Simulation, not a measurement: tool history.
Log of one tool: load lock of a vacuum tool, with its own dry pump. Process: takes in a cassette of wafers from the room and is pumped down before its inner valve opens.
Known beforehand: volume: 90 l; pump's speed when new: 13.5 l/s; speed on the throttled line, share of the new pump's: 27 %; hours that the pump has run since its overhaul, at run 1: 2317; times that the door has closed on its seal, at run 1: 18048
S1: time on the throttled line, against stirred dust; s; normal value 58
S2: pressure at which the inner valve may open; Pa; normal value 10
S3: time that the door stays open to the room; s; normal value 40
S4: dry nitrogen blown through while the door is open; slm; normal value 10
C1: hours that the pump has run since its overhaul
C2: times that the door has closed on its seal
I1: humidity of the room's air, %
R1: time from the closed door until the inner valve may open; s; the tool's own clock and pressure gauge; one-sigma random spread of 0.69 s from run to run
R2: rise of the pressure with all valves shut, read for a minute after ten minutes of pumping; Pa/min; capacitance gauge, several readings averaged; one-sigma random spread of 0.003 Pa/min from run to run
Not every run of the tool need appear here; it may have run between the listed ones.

Run 1, hour 0: usual settings; C1 2317; C2 18048; I1 43.5. Result: R1 105.5 s, R2 0.064 Pa/min.
Run 2, hour 130.4: usual settings; C1 2448; C2 18309; I1 44.2. Result: R1 104.5 s, R2 0.061 Pa/min.
Run 3, hour 391.5: usual settings; C1 2709; C2 18830; I1 47. Result: R1 105.1 s, R2 0.073 Pa/min.
Run 4, hour 517.7: usual settings; C1 2835; C2 19082; I1 44.8. Result: R1 106.3 s, R2 0.072 Pa/min.
Run 5, hour 713.8: usual settings; C1 3031; C2 19473; I1 46.9. Result: R1 106.9 s, R2 0.075 Pa/min.
Run 6, hour 951.1: usual settings but S2 9 Pa; C1 3269; C2 19947; I1 48.7. Result: R1 106.1 s, R2 0.071 Pa/min.
Run 7, hour 1222.5: usual settings but S1 32 s; C1 3540; C2 20489; I1 44.9. Result: R1 87.1 s, R2 0.077 Pa/min.
Run 8, hour 1346.9: usual settings; C1 3664; C2 20737; I1 44.8. Result: R1 106.2 s, R2 0.074 Pa/min.
Run 9, hour 1537.3: usual settings; C1 3855; C2 21118; I1 45.6. Result: R1 107.4 s, R2 0.07 Pa/min.
Run 10, hour 1766.7: usual settings; C1 4084; C2 21576; I1 42.7. Result: R1 106.3 s, R2 0.073 Pa/min.
Run 11, hour 2048.9: usual settings; C1 4366; C2 22139; I1 49.9. Result: R1 105.8 s, R2 0.088 Pa/min.
Run 12, hour 2319.9: usual settings; C1 4637; C2 22680; I1 45.6. Result: R1 107.2 s, R2 0.08 Pa/min.
Run 13, hour 2440.2: usual settings but S1 89 s, S3 59 s, S4 23 slm; C1 4758; C2 22920; I1 45.1. Result: R1 128.4 s, R2 0.077 Pa/min.
Run 14, hour 2636.7: usual settings but S2 8 Pa, S4 17 slm; C1 4954; C2 23313; I1 45.8. Result: R1 108.5 s, R2 0.075 Pa/min.
Run 15, hour 2852.5: usual settings but S2 17 Pa, S3 95 s; C1 5170; C2 23744; I1 42.6. Result: R1 103.2 s, R2 0.102 Pa/min.
Run 16, hour 3001.6: usual settings but S1 71 s, S2 8 Pa, S3 27 s, S4 4 slm; C1 5319; C2 24041; I1 45.3. Result: R1 117.7 s, R2 0.082 Pa/min.
Run 17, hour 3219.1: usual settings but S1 30 s, S2 11 Pa; C1 5536; C2 24475; I1 44.6. Result: R1 86.2 s, R2 0.086 Pa/min.
Run 18, hour 3376.4: usual settings but S1 30 s, S2 11 Pa; C1 5694; C2 24789; I1 40.3. Result: R1 86.3 s, R2 0.081 Pa/min.
Run 19, hour 3523.1: usual settings but S1 30 s, S2 11 Pa; C1 5840; C2 25082; I1 43. Result: R1 87.2 s, R2 0.089 Pa/min.

5 options for the next run, each taken on its own from the tool as it stands now. Forecast them:
Run A, hour 3713.5: usual settings but S1 30 s, S2 7 Pa, S3 89 s, S4 7 slm; C1 6031; C2 25463; I1 41.9. Result: R1 ?, R2 ?.
Run B, hour 3713.5: usual settings but S3 223 s; C1 6031; C2 25463; I1 50.5. Result: R1 ?, R2 ?.
Run C, hour 3713.5: usual settings but S4 45 slm; C1 6031; C2 25463; I1 43.8. Result: R1 ?, R2 ?.
Run D, hour 3713.5: usual settings but S2 8 Pa, S3 209 s; C1 6031; C2 25463; I1 43.5. Result: R1 ?, R2 ?.
Run E, hour 3713.5: usual settings but S1 71 s; C1 6031; C2 25463; I1 41. Result: R1 ?, R2 ?.

run     R1     R2
  A   90.8  0.104
  B  108.1  0.148
  C  108.2  0.072
  D  108.9  0.126
  E  117.8  0.084
What these runs would have given with no unlogged condition in the tool:
run     R1     R2
  A   86.8   0.05
  B  104.8  0.094
  C  105.1  0.018
  D  105.5  0.073
  E  114.9  0.029
